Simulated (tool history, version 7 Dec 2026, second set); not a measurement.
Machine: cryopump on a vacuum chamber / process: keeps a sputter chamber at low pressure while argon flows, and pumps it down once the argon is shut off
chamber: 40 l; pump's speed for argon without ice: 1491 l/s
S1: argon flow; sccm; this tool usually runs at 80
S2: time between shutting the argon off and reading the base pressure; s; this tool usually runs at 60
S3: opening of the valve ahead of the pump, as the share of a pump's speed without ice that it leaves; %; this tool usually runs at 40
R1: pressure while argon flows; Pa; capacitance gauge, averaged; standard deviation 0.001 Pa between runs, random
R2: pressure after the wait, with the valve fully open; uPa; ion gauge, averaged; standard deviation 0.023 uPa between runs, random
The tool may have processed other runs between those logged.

| run | day | S1 | S2 | S3 | R1 | R2 |
|---|---|---|---|---|---|---|
| 1 | 0 | 80 | 60 | 40 | 0.2616 | 1.37 |
| 2 | 1.808 | 80 | 60 | 40 | 0.2699 | 1.37 |
| 3 | 2.758 | 80 | 60 | 40 | 0.2709 | 1.47 |
| 4 | 3.717 | 77 | 60 | 40 | 0.2654 | 1.5 |
|  | 4.462 | pump warmed up, emptied and cooled again |
| 5 | 5.221 | 80 | 60 | 20 | 0.454 | 1.14 |
| 6 | 6.892 | 80 | 60 | 20 | 0.4585 | 1.19 |
| 7 | 8.579 | 80 | 60 | 20 | 0.4598 | 1.19 |
| 8 | 10.142 | 80 | 60 | 40 | 0.2354 | 1.24 |
| 9 | 11.396 | 80 | 60 | 18 | 0.5115 | 1.26 |
| 10 | 13.029 | 80 | 60 | 18 | 0.5213 | 1.38 |
| 11 | 13.8 | 80 | 60 | 40 | 0.2473 | 1.42 |
| 12 | 14.929 | 80 | 60 | 40 | 0.25 | 1.43 |
| 13 | 16.146 | 95 | 60 | 40 | 0.3003 | 1.46 |
| 14 | 16.9 | 95 | 60 | 40 | 0.3035 | 1.46 |
| 15 | 18.708 | 80 | 60 | 40 | 0.2595 | 1.55 |
| 16 | 20.025 | 80 | 60 | 40 | 0.2637 | 1.6 |
| 17 | 21.817 | 49 | 41 | 40 | 0.1662 | 2.01 |
| 18 | 22.867 | 79 | 76 | 20 | 0.4962 | 1.66 |
|  | 23.229 | pump warmed up, emptied and cooled again |
| 19 | 24.5 | 79 | 76 | 20 | 0.4491 | 1.19 |
| 20 | 25.292 | 91 | 94 | 22 | 0.4734 | 1.2 |
| 21 | 26.062 | 80 | 140 | 29 | 0.319 | 1.07 |
| 22 | 27.346 | 32 | 70 | 22 | 0.1673 | 1.35 |
| 23 | 28.488 | 80 | 233 | 40 | 0.237 | 1.01 |
| 24 | 29.45 | 34 | 233 | 26 | 0.1552 | 1.08 |
| 25 | 30.612 | 34 | 233 | 26 | 0.1554 | 1.09 |
| 26 | 31.912 | 86 | 60 | 36 | 0.2909 | 1.56 |
| 27 | 32.8 | 149 | 99 | 40 | 0.4629 | 1.35 |
| 28 | 33.796 | 80 | 171 | 29 | 0.3337 | 1.25 |
| 29 | 35.133 | 138 | 233 | 32 | 0.5356 | 1.25 |
| 30 | 36.958 | 138 | 233 | 16 | 1.0327 | 1.3 |
| 31 | 38.658 | 138 | 233 | 17 | 0.9805 | 1.37 |

Forecast each of these 3 alternatives for the next run:
| A | 39.846 | 71 | 95 | 25 | ? | ? |
| B | 39.846 | 138 | 233 | 41 | ? | ? |
| C | 39.846 | 62 | 232 | 16 | ? | ? |

| run | R1 | R2 |
|---|---|---|
| A | 0.3586 | 1.68 |
| B | 0.4537 | 1.45 |
| C | 0.4698 | 1.47 |
Without the tool's unlogged condition, the same runs would have read:
| run | R1 | R2 |
|---|---|---|
| A | 0.3215 | 0.56 |
| B | 0.3814 | 0.33 |
| C | 0.4374 | 0.38 |
